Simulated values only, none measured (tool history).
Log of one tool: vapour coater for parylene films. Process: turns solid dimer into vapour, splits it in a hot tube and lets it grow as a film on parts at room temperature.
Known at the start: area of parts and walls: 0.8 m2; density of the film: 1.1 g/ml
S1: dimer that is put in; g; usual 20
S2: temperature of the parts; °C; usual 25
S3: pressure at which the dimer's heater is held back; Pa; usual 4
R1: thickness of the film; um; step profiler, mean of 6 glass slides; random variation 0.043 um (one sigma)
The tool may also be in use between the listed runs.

run,hour,S1,S2,S3,R1
1,0,20,25,4,14.78
2,15.6,20,25,4,14.74
3,26.3,20,25,4,14.74
4,40.1,20,25,4,14.77
5,56.2,20,25,4,14.78
6,68.5,20,25,4,14.8

The next listed run, before its measurement:
7,77.9,25,25,4.37,?

R1: 18.08 um
Without the tool's hidden state the same run would have given R1 18.1 um.

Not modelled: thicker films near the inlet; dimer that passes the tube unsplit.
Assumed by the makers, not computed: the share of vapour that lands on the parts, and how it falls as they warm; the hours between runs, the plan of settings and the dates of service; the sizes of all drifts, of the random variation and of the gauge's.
